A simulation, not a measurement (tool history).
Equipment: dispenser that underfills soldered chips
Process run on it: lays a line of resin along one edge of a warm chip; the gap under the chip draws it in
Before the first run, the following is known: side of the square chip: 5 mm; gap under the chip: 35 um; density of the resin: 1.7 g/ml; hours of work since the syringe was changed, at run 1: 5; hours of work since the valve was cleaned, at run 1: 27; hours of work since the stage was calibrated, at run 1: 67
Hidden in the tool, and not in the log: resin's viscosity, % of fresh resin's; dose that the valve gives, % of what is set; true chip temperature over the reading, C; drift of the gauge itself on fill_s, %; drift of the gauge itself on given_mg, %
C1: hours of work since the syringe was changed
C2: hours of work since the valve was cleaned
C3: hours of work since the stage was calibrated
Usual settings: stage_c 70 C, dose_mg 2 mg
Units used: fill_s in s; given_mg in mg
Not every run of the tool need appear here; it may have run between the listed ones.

{"run": 1, "hour": 0.0, "stage_c": 70, "dose_mg": 2, "C1": 5, "C2": 27, "C3": 67, "fill_s": 33.4, "given_mg": 1.99}
{"hour": 4.0, "done": "new syringe of resin"}
{"run": 2, "hour": 6.8, "stage_c": 70, "dose_mg": 2, "C1": 2, "C2": 32, "C3": 72, "fill_s": 28.9, "given_mg": 1.98}
{"run": 3, "hour": 12.9, "stage_c": 70, "dose_mg": 2, "C1": 7, "C2": 37, "C3": 77, "fill_s": 36.8, "given_mg": 1.98}
{"hour": 15.3, "done": "new syringe of resin"}
{"run": 4, "hour": 24.7, "stage_c": 70, "dose_mg": 2, "C1": 7, "C2": 46, "C3": 86, "fill_s": 37.6, "given_mg": 1.97}
{"hour": 26.9, "done": "new syringe of resin"}
{"run": 5, "hour": 36.0, "stage_c": 70, "dose_mg": 1.76, "C1": 7, "C2": 54, "C3": 94, "fill_s": 39.5, "given_mg": 1.73}
{"hour": 38.3, "done": "new syringe of resin"}
{"run": 6, "hour": 47.7, "stage_c": 70, "dose_mg": 2.04, "C1": 7, "C2": 63, "C3": 103, "fill_s": 38.9, "given_mg": 2.01}
{"hour": 49.5, "done": "new syringe of resin"}
{"hour": 60.1, "done": "new syringe of resin"}
{"run": 7, "hour": 60.6, "stage_c": 70, "dose_mg": 2.04, "C1": 0, "C2": 73, "C3": 113, "fill_s": 26.5, "given_mg": 1.99}
{"hour": 70.8, "done": "new syringe of resin"}
{"run": 8, "hour": 73.5, "stage_c": 70, "dose_mg": 2, "C1": 2, "C2": 83, "C3": 123, "fill_s": 28.7, "given_mg": 1.96}
{"run": 9, "hour": 79.9, "stage_c": 70, "dose_mg": 2, "C1": 7, "C2": 88, "C3": 128, "fill_s": 38.8, "given_mg": 1.94}
{"hour": 82.0, "done": "new syringe of resin"}
{"run": 10, "hour": 88.5, "stage_c": 70, "dose_mg": 2, "C1": 5, "C2": 94, "C3": 134, "fill_s": 34.4, "given_mg": 1.95}
{"hour": 92.7, "done": "new syringe of resin"}
{"hour": 98.8, "done": "dispensing valve cleaned and set on the balance"}
{"run": 11, "hour": 101.9, "stage_c": 70, "dose_mg": 2, "C1": 6, "C2": 2, "C3": 143, "fill_s": 36.8, "given_mg": 2}
{"hour": 104.9, "done": "new syringe of resin"}
{"run": 12, "hour": 109.7, "stage_c": 77, "dose_mg": 2, "C1": 4, "C2": 8, "C3": 149, "fill_s": 22.7, "given_mg": 2}
{"hour": 116.3, "done": "new syringe of resin"}
{"run": 13, "hour": 118.9, "stage_c": 77, "dose_mg": 2, "C1": 2, "C2": 15, "C3": 156, "fill_s": 22.1, "given_mg": 2.02}
{"hour": 127.4, "done": "new syringe of resin"}
{"run": 14, "hour": 128.1, "stage_c": 68, "dose_mg": 1.99, "C1": 1, "C2": 22, "C3": 163, "fill_s": 29.6, "given_mg": 1.98}
{"hour": 138.1, "done": "new syringe of resin"}
{"run": 15, "hour": 138.1, "stage_c": 78, "dose_mg": 1.99, "C1": 0, "C2": 30, "C3": 171, "fill_s": 19.2, "given_mg": 1.99}
{"run": 16, "hour": 148.1, "stage_c": 65, "dose_mg": 2.55, "C1": 8, "C2": 37, "C3": 178, "fill_s": 48, "given_mg": 2.53}
{"hour": 149.0, "done": "new syringe of resin"}
{"hour": 159.6, "done": "new syringe of resin"}
{"run": 17, "hour": 162.3, "stage_c": 85, "dose_mg": 2.57, "C1": 2, "C2": 48, "C3": 189, "fill_s": 15.3, "given_mg": 2.52}
{"hour": 170.4, "done": "new syringe of resin"}
{"run": 18, "hour": 170.4, "stage_c": 63, "dose_mg": 2.45, "C1": 0, "C2": 54, "C3": 195, "fill_s": 34.4, "given_mg": 2.4}
{"hour": 181.8, "done": "new syringe of resin"}
{"run": 19, "hour": 182.0, "stage_c": 79, "dose_mg": 1.79, "C1": 0, "C2": 63, "C3": 204, "fill_s": 18.8, "given_mg": 1.75}
{"run": 20, "hour": 188.1, "stage_c": 72, "dose_mg": 2.45, "C1": 5, "C2": 68, "C3": 209, "fill_s": 30.6, "given_mg": 2.4}
{"hour": 193.5, "done": "new syringe of resin"}
{"run": 21, "hour": 199.6, "stage_c": 81, "dose_mg": 2.59, "C1": 5, "C2": 76, "C3": 217, "fill_s": 21.2, "given_mg": 2.52}
{"hour": 204.8, "done": "new syringe of resin"}
{"run": 22, "hour": 205.6, "stage_c": 83, "dose_mg": 2.29, "C1": 1, "C2": 81, "C3": 222, "fill_s": 15.4, "given_mg": 2.23}
{"hour": 215.6, "done": "new syringe of resin"}
{"run": 23, "hour": 219.0, "stage_c": 83, "dose_mg": 2.29, "C1": 3, "C2": 91, "C3": 232, "fill_s": 17.1, "given_mg": 2.22}
{"hour": 226.5, "done": "new syringe of resin"}
{"run": 24, "hour": 230.8, "stage_c": 83, "dose_mg": 2.29, "C1": 3, "C2": 100, "C3": 241, "fill_s": 18.4, "given_mg": 2.22}
{"hour": 233.4, "done": "dispensing valve cleaned and set on the balance"}
{"hour": 238.9, "done": "new syringe of resin"}
{"run": 25, "hour": 240.9, "stage_c": 78, "dose_mg": 2.22, "C1": 2, "C2": 6, "C3": 248, "fill_s": 20.1, "given_mg": 2.22}
{"hour": 249.9, "done": "new syringe of resin"}
{"run": 26, "hour": 250.4, "stage_c": 78, "dose_mg": 1.99, "C1": 0, "C2": 13, "C3": 255, "fill_s": 19.5, "given_mg": 1.95}

Hidden state or all else? Some run-to-run changes of fill_s, split into what the settings, what came in and random variation would give without the hidden state, and what is left for the hidden state (with any gauge scatter that isn't in both results):
Run 15 -> 16: stage_c 78 -> 65, dose_mg 1.99 -> 2.55. fill_s +28.8 s: hidden state +17.6, all else +11.2.
Run 16 -> 17: stage_c 65 -> 85, dose_mg 2.55 -> 2.57, new syringe of resin, new syringe of resin. fill_s -32.7 s: hidden state -16.2, all else -16.5.
